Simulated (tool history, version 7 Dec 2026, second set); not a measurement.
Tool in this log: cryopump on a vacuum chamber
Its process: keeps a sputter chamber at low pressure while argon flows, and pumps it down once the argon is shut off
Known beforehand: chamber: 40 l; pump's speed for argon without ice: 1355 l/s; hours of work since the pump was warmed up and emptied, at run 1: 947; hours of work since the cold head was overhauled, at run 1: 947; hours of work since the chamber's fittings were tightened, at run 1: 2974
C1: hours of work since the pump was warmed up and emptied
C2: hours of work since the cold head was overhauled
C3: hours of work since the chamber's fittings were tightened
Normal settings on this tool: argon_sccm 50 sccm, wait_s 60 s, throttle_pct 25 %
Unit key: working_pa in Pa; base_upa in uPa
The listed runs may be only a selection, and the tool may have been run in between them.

Run 1, hour 0: usual settings; C1 947; C2 947; C3 2974. Result: working_pa 0.2771 Pa, base_upa 2.28 uPa.
Run 2, hour 35.9: usual settings; C1 963; C2 963; C3 2990. Result: working_pa 0.2775 Pa, base_upa 2.28 uPa.
Run 3, hour 64.2: usual settings; C1 976; C2 976; C3 3003. Result: working_pa 0.2769 Pa, base_upa 2.27 uPa.
Run 4, hour 89.3: usual settings; C1 987; C2 987; C3 3014. Result: working_pa 0.2762 Pa, base_upa 2.3 uPa.
Run 5, hour 140.1: usual settings; C1 1010; C2 1010; C3 3037. Result: working_pa 0.2776 Pa, base_upa 2.29 uPa.
Run 6, hour 171.1: usual settings; C1 1024; C2 1024; C3 3051. Result: working_pa 0.2801 Pa, base_upa 2.35 uPa.
Run 7, hour 207.2: usual settings but wait_s 281 s; C1 1040; C2 1040; C3 3067. Result: working_pa 0.2798 Pa, base_upa 1.23 uPa.
At hour 220.4: pump warmed up, emptied and cooled again.
Run 8, hour 258.4: usual settings but wait_s 281 s; C1 17; C2 1061; C3 3087. Result: working_pa 0.2488 Pa, base_upa 0.95 uPa.
Run 9, hour 312.6: usual settings but wait_s 281 s; C1 41; C2 1085; C3 3112. Result: working_pa 0.2514 Pa, base_upa 1 uPa.
Run 10, hour 352.4: usual settings but wait_s 281 s; C1 59; C2 1103; C3 3130. Result: working_pa 0.251 Pa, base_upa 0.99 uPa.
Run 11, hour 384.3: usual settings but wait_s 281 s; C1 74; C2 1117; C3 3144. Result: working_pa 0.2521 Pa, base_upa 1 uPa.
Run 12, hour 415.9: usual settings but wait_s 88 s; C1 88; C2 1131; C3 3158. Result: working_pa 0.2516 Pa, base_upa 1.63 uPa.
Run 13, hour 444.6: usual settings but throttle_pct 33 %; C1 101; C2 1144; C3 3171. Result: working_pa 0.193 Pa, base_upa 2.11 uPa.
Run 14, hour 471.3: usual settings but argon_sccm 37 sccm, wait_s 47 s, throttle_pct 16 %; C1 113; C2 1156; C3 3183. Result: working_pa 0.2912 Pa, base_upa 2.52 uPa.
Run 15, hour 520.7: usual settings but argon_sccm 23 sccm, wait_s 231 s, throttle_pct 49 %; C1 135; C2 1178; C3 3205. Result: working_pa 0.0601 Pa, base_upa 1.15 uPa.
Run 16, hour 565.8: usual settings but argon_sccm 23 sccm, wait_s 231 s, throttle_pct 49 %; C1 155; C2 1198; C3 3225. Result: working_pa 0.0615 Pa, base_upa 1.09 uPa.
Run 17, hour 602.7: usual settings but argon_sccm 71 sccm, wait_s 38 s; C1 172; C2 1215; C3 3242. Result: working_pa 0.3573 Pa, base_upa 2.88 uPa.
Run 18, hour 636.7: usual settings but argon_sccm 48 sccm; C1 187; C2 1230; C3 3257. Result: working_pa 0.2419 Pa, base_upa 2.08 uPa.
Run 19, hour 680.2: usual settings but argon_sccm 70 sccm, wait_s 26 s, throttle_pct 30 %; C1 206; C2 1250; C3 3277. Result: working_pa 0.2983 Pa, base_upa 3.99 uPa.
Run 20, hour 727.4: usual settings but argon_sccm 65 sccm, wait_s 106 s, throttle_pct 30 %; C1 227; C2 1271; C3 3298. Result: working_pa 0.2796 Pa, base_upa 1.53 uPa.
Run 21, hour 758.7: usual settings but argon_sccm 34 sccm, wait_s 148 s, throttle_pct 30 %; C1 242; C2 1285; C3 3312. Result: working_pa 0.1454 Pa, base_upa 1.33 uPa.
Run 22, hour 797: usual settings but argon_sccm 27 sccm, wait_s 193 s, throttle_pct 32 %; C1 259; C2 1302; C3 3329. Result: working_pa 0.1075 Pa, base_upa 1.15 uPa.
Run 23, hour 830.9: usual settings but argon_sccm 27 sccm, wait_s 193 s, throttle_pct 32 %; C1 274; C2 1317; C3 3344. Result: working_pa 0.1095 Pa, base_upa 1.13 uPa.
Run 24, hour 878.9: usual settings but argon_sccm 23 sccm, wait_s 53 s, throttle_pct 27 %; C1 295; C2 1339; C3 3366. Result: working_pa 0.11 Pa, base_upa 2.4 uPa.
Run 25, hour 922.3: usual settings but argon_sccm 23 sccm, wait_s 241 s, throttle_pct 54 %; C1 315; C2 1358; C3 3385. Result: working_pa 0.0571 Pa, base_upa 1.12 uPa.

For each entry between runs, how does the tool's hidden state at the last listed run before it compare with that at the first listed run after it?
Run 7 -> run 8: pump warmed up, emptied and cooled again (hour 220.4)
  pump's speed, % of a pump's without ice: 68.1 -> 99.4; leak into the chamber, uPa l/s: 896 -> 900
  measured value less the no-hidden-state value, working_pa: +0.0304 -> +0.0012 Pa; base_upa: +0.75 -> +0.45 uPa
